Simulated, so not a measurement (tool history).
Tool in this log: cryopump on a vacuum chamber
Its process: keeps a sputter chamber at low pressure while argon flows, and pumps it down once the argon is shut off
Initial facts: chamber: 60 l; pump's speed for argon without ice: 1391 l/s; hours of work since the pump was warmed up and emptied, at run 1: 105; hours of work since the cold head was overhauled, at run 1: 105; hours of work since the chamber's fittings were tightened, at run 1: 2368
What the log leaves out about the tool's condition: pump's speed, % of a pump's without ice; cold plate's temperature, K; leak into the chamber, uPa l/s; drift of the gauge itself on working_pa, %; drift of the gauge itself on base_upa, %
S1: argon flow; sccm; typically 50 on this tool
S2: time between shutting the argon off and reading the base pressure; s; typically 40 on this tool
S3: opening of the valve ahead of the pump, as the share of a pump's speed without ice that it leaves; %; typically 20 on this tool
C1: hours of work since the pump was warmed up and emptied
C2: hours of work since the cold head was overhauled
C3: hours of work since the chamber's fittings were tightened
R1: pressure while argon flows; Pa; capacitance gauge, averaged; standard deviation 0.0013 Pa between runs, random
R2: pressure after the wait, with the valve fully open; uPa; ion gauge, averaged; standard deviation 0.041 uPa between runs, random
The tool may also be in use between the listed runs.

run,day,S1,S2,S3,C1,C2,C3,R1,R2
1,0.000,50,40,20,105,105,2368,0.3082,4.70
2,0.408,50,40,20,109,109,2373,0.3077,4.77
3,0.675,50,32,20,112,112,2375,0.3094,5.44
4,0.979,50,32,20,115,115,2378,0.3054,5.44
5,1.567,50,32,20,121,121,2384,0.3097,5.39
6,2.112,50,32,20,127,127,2390,0.3084,5.30
7,2.583,50,32,20,132,132,2395,0.3079,5.35
8,3.108,50,32,20,137,137,2400,0.3068,5.33
9,3.662,50,40,20,143,143,2406,0.3099,4.79
10,4.042,50,40,20,147,147,2410,0.3077,4.92
11,4.596,50,40,20,152,152,2416,0.3062,4.95
12,5.204,50,129,20,159,159,2422,0.3082,3.40
13,5.621,72,40,20,163,163,2426,0.4448,4.98
14,6.050,72,40,20,167,167,2431,0.4453,4.84
15,6.612,72,40,20,173,173,2436,0.4435,5.06
16,7.083,50,40,20,178,178,2441,0.3065,4.90
17,7.504,60,46,54,182,182,2445,0.1415,4.64
18,7.808,30,27,20,186,186,2449,0.1862,6.01
19,8.108,30,27,20,189,189,2452,0.1846,6.10
20,8.400,30,27,20,192,192,2455,0.1860,5.86
21,8.854,68,40,25,196,196,2459,0.3361,5.01
22,9.392,68,40,25,202,202,2465,0.3371,5.01
23,9.700,83,29,55,205,205,2468,0.1927,5.81
24,10.054,80,103,17,209,209,2472,0.5824,3.57
25,10.567,80,68,20,214,214,2477,0.4939,4.24
26,10.996,35,46,37,218,218,2481,0.1181,4.87
27,11.583,50,40,23,224,224,2487,0.2707,4.95
28,12.012,60,34,51,229,229,2492,0.1503,5.36

Expected results for the next run?
29,12.588,41,25,20,235,235,2498,?,?

R1: 0.2536 Pa
R2: 6.39 uPa
The same run, on a tool lacking any hidden state, would have yielded R1 0.2483 Pa, R2 3.69 uPa.

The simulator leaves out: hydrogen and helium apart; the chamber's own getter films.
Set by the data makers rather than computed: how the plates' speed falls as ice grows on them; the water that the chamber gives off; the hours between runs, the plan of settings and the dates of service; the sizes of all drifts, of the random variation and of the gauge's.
